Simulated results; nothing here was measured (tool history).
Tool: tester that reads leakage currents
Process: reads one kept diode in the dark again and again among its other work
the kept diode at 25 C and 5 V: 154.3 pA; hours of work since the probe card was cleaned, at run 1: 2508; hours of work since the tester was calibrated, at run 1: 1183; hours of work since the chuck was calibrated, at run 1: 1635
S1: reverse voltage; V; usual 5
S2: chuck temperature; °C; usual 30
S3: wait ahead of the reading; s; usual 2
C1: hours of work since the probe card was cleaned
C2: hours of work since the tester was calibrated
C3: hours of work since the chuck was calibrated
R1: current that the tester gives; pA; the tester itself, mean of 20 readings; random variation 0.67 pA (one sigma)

{"run": 1, "hour": 0.0, "S1": 5, "S2": 30, "S3": 2, "C1": 2508, "C2": 1183, "C3": 1635, "R1": 252.77}
{"run": 2, "hour": 161.7, "S1": 3.99, "S2": 30, "S3": 2, "C1": 2596, "C2": 1272, "C3": 1724, "R1": 233.74}
{"run": 3, "hour": 252.0, "S1": 5, "S2": 59, "S3": 2, "C1": 2646, "C2": 1321, "C3": 1773, "R1": 1583.91}
{"run": 4, "hour": 383.6, "S1": 5, "S2": 51, "S3": 2, "C1": 2718, "C2": 1393, "C3": 1845, "R1": 991.83}
{"run": 5, "hour": 481.4, "S1": 5, "S2": 51, "S3": 2, "C1": 2771, "C2": 1447, "C3": 1899, "R1": 998.33}
{"run": 6, "hour": 565.9, "S1": 5, "S2": 51, "S3": 2, "C1": 2817, "C2": 1493, "C3": 1945, "R1": 996.26}
{"run": 7, "hour": 689.7, "S1": 1.12, "S2": 30, "S3": 2, "C1": 2885, "C2": 1561, "C3": 2013, "R1": 151.17}
{"run": 8, "hour": 809.2, "S1": 16.61, "S2": 30, "S3": 2, "C1": 2950, "C2": 1626, "C3": 2078, "R1": 417.83}
{"hour": 823.8, "done": "chuck's temperature calibrated"}
{"run": 9, "hour": 914.0, "S1": 1.49, "S2": 30, "S3": 2, "C1": 3007, "C2": 1682, "C3": 49, "R1": 180.93}
{"run": 10, "hour": 1071.8, "S1": 1.49, "S2": 30, "S3": 2, "C1": 3093, "C2": 1769, "C3": 136, "R1": 181.85}
{"run": 11, "hour": 1186.3, "S1": 1.49, "S2": 30, "S3": 2, "C1": 3156, "C2": 1831, "C3": 198, "R1": 182.09}
{"run": 12, "hour": 1336.6, "S1": 5, "S2": 30, "S3": 2, "C1": 3238, "C2": 1914, "C3": 281, "R1": 289.59}
{"run": 13, "hour": 1422.2, "S1": 5, "S2": 28, "S3": 2, "C1": 3285, "C2": 1961, "C3": 327, "R1": 253.31}
{"hour": 1535.9, "done": "probe card cleaned and baked"}
{"run": 14, "hour": 1592.2, "S1": 5, "S2": 28, "S3": 2, "C1": 31, "C2": 2052, "C3": 419, "R1": 242.54}
{"run": 15, "hour": 1788.9, "S1": 5, "S2": 30, "S3": 0.45, "C1": 138, "C2": 2160, "C3": 526, "R1": 283.28}
{"hour": 1807.7, "done": "chuck's temperature calibrated, once more"}
{"hour": 1916.1, "done": "tester calibrated"}
{"run": 16, "hour": 1926.0, "S1": 5, "S2": 30, "S3": 2, "C1": 211, "C2": 5, "C3": 64, "R1": 224.8}
{"run": 17, "hour": 2119.4, "S1": 5, "S2": 32, "S3": 2, "C1": 317, "C2": 111, "C3": 169, "R1": 259.26}
{"run": 18, "hour": 2308.5, "S1": 5, "S2": 30, "S3": 2, "C1": 421, "C2": 215, "C3": 273, "R1": 227.7}
{"run": 19, "hour": 2416.9, "S1": 5, "S2": 36, "S3": 2, "C1": 480, "C2": 274, "C3": 332, "R1": 345.28}
{"run": 20, "hour": 2517.3, "S1": 12.22, "S2": 34, "S3": 0.37, "C1": 535, "C2": 329, "C3": 387, "R1": 426.94}
{"run": 21, "hour": 2649.6, "S1": 2.61, "S2": 27, "S3": 0.37, "C1": 607, "C2": 401, "C3": 460, "R1": 150.28}
{"run": 22, "hour": 2814.3, "S1": 2.61, "S2": 27, "S3": 0.37, "C1": 697, "C2": 492, "C3": 550, "R1": 152.01}
{"run": 23, "hour": 2927.7, "S1": 2.61, "S2": 29, "S3": 0.37, "C1": 759, "C2": 554, "C3": 612, "R1": 174.76}
{"run": 24, "hour": 3020.1, "S1": 5, "S2": 28, "S3": 0.45, "C1": 810, "C2": 604, "C3": 662, "R1": 206.76}
{"run": 25, "hour": 3139.6, "S1": 5, "S2": 56, "S3": 1.25, "C1": 875, "C2": 670, "C3": 728, "R1": 1262.82}
{"run": 26, "hour": 3273.8, "S1": 1.74, "S2": 28, "S3": 0.82, "C1": 949, "C2": 743, "C3": 801, "R1": 141.74}
{"run": 27, "hour": 3466.3, "S1": 5.49, "S2": 28, "S3": 0.3, "C1": 1054, "C2": 848, "C3": 907, "R1": 221.11}
{"run": 28, "hour": 3593.6, "S1": 15.74, "S2": 59, "S3": 0.62, "C1": 1124, "C2": 918, "C3": 976, "R1": 2298.23}
{"run": 29, "hour": 3797.4, "S1": 15.74, "S2": 59, "S3": 0.62, "C1": 1235, "C2": 1029, "C3": 1088, "R1": 2307.64}
{"run": 30, "hour": 3887.1, "S1": 15.74, "S2": 54, "S3": 0.62, "C1": 1284, "C2": 1079, "C3": 1137, "R1": 1724.87}
{"run": 31, "hour": 4072.7, "S1": 15.74, "S2": 54, "S3": 0.62, "C1": 1386, "C2": 1180, "C3": 1238, "R1": 1739.24}
{"run": 32, "hour": 4200.1, "S1": 1.29, "S2": 33, "S3": 2.2, "C1": 1456, "C2": 1250, "C3": 1308, "R1": 186.97}
{"run": 33, "hour": 4320.2, "S1": 1.09, "S2": 30, "S3": 0.64, "C1": 1521, "C2": 1316, "C3": 1374, "R1": 143.94}
{"run": 34, "hour": 4486.2, "S1": 15.44, "S2": 30, "S3": 2, "C1": 1612, "C2": 1406, "C3": 1465, "R1": 382.48}
{"run": 35, "hour": 4577.6, "S1": 15.44, "S2": 30, "S3": 2, "C1": 1662, "C2": 1456, "C3": 1515, "R1": 385.85}
{"run": 36, "hour": 4743.3, "S1": 9.68, "S2": 39, "S3": 0.41, "C1": 1753, "C2": 1547, "C3": 1605, "R1": 593.48}
{"run": 37, "hour": 4887.9, "S1": 6.04, "S2": 44, "S3": 1.35, "C1": 1832, "C2": 1626, "C3": 1684, "R1": 687.78}
{"run": 38, "hour": 5070.2, "S1": 6.04, "S2": 44, "S3": 1.35, "C1": 1932, "C2": 1726, "C3": 1784, "R1": 691.69}

5 ways to go on from here, each from the tool as it stands after run 38. What would each give?
{"run": "A", "hour": 5250.8, "S1": 8.42, "S2": 57, "S3": 1.64, "C1": 2031, "C2": 1825, "C3": 1883, "R1": "?"}
{"run": "B", "hour": 5250.8, "S1": 2.56, "S2": 34, "S3": 1.06, "C1": 2031, "C2": 1825, "C3": 1883, "R1": "?"}
{"run": "C", "hour": 5250.8, "S1": 5, "S2": 30, "S3": 3.01, "C1": 2031, "C2": 1825, "C3": 1883, "R1": "?"}
{"run": "D", "hour": 5250.8, "S1": 11.65, "S2": 30, "S3": 2, "C1": 2031, "C2": 1825, "C3": 1883, "R1": "?"}
{"run": "E", "hour": 5250.8, "S1": 5, "S2": 21, "S3": 0.72, "C1": 2031, "C2": 1825, "C3": 1883, "R1": "?"}

run=A R1=1726.37
run=B R1=265.59
run=C R1=258.59
run=D R1=357.82
run=E R1=140.94
Without the tool's hidden state the same runs would have given:
run=A R1=1534.69
run=B R1=231.1
run=C R1=221.21
run=D R1=300.22
run=E R1=117.09

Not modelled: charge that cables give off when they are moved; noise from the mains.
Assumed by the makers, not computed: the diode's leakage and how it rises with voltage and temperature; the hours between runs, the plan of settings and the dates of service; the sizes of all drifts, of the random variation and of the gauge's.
